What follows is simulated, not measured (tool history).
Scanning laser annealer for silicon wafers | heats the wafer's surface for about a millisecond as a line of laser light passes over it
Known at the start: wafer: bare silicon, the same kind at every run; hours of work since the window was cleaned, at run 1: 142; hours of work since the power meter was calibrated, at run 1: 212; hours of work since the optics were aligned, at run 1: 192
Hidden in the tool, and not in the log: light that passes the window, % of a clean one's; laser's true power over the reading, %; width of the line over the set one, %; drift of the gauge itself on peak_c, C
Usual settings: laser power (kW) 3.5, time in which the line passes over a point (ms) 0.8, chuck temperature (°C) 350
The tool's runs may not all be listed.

| run | hour | laser power (kW) | time in which the line passes over a point (ms) | chuck temperature (°C) | hours of work since the window was cleaned | hours of work since the power meter was calibrated | hours of work since the optics were aligned | highest temperature of the surface (°C) |
|---|---|---|---|---|---|---|---|---|
| 1 | 0 | 3.5 | 0.8 | 350 | 142 | 212 | 192 | 1139 |
| 2 | 7.2 | 3.5 | 0.665 | 350 | 146 | 217 | 196 | 1076 |
| 3 | 14.6 | 3.5 | 0.665 | 350 | 151 | 221 | 201 | 1077 |
| 4 | 20.4 | 3.5 | 0.665 | 350 | 155 | 225 | 205 | 1073 |
| 5 | 24.3 | 3.5 | 0.665 | 350 | 157 | 227 | 207 | 1080 |
| 6 | 32.2 | 3.5 | 0.665 | 350 | 162 | 232 | 212 | 1075 |
| 7 | 38.6 | 3.5 | 0.665 | 350 | 166 | 236 | 216 | 1080 |
| 8 | 44.5 | 3.5 | 0.665 | 350 | 170 | 240 | 220 | 1078 |
| 9 | 50.6 | 3.5 | 0.665 | 350 | 174 | 244 | 224 | 1077 |
|  | 53.4 | window over the wafer cleaned |
| 10 | 58.9 | 3.5 | 0.665 | 350 | 3 | 248 | 228 | 1069 |
| 11 | 63.1 | 3.5 | 0.665 | 350 | 6 | 251 | 230 | 1071 |
| 12 | 71.3 | 3.509 | 0.842 | 350 | 11 | 256 | 235 | 1145 |
| 13 | 77 | 3.509 | 0.842 | 350 | 15 | 259 | 239 | 1147 |
|  | 81 | window over the wafer cleaned, once more |
| 14 | 85.7 | 3.016 | 0.66 | 314 | 3 | 263 | 243 | 944 |
| 15 | 94 | 3.656 | 0.66 | 327 | 8 | 269 | 248 | 1096 |
| 16 | 102.2 | 3.137 | 0.581 | 344 | 13 | 274 | 254 | 960 |
| 17 | 109.6 | 3.216 | 0.8 | 374 | 18 | 279 | 258 | 1106 |
| 18 | 116.6 | 3.05 | 0.816 | 350 | 22 | 283 | 263 | 1043 |
| 19 | 124.3 | 3.5 | 0.565 | 350 | 27 | 288 | 268 | 1032 |
| 20 | 132.9 | 3.5 | 0.565 | 350 | 33 | 293 | 273 | 1031 |
| 21 | 140.2 | 3.5 | 0.565 | 350 | 37 | 298 | 278 | 1033 |

How the hidden state differs across the entries between the runs, from the last listed run before each to the first after it:
Between runs 9 and 10: window over the wafer cleaned (hour 53.4)
  light that passes the window, % of a clean one's: 98.55 -> 97.54; width of the line over the set one, %: 0.85 -> 0.86
  measured less the result without the state, highest temperature of the surface (°C): -16 -> -24
Between runs 13 and 14: window over the wafer cleaned, once more (hour 81)
  light that passes the window, % of a clean one's: 97.46 -> 99.84; laser's true power over the reading, %: -0.22 -> -0.21; width of the line over the set one, %: 0.89 -> 0.9
  measured less the result without the state, highest temperature of the surface (°C): -27 -> -5
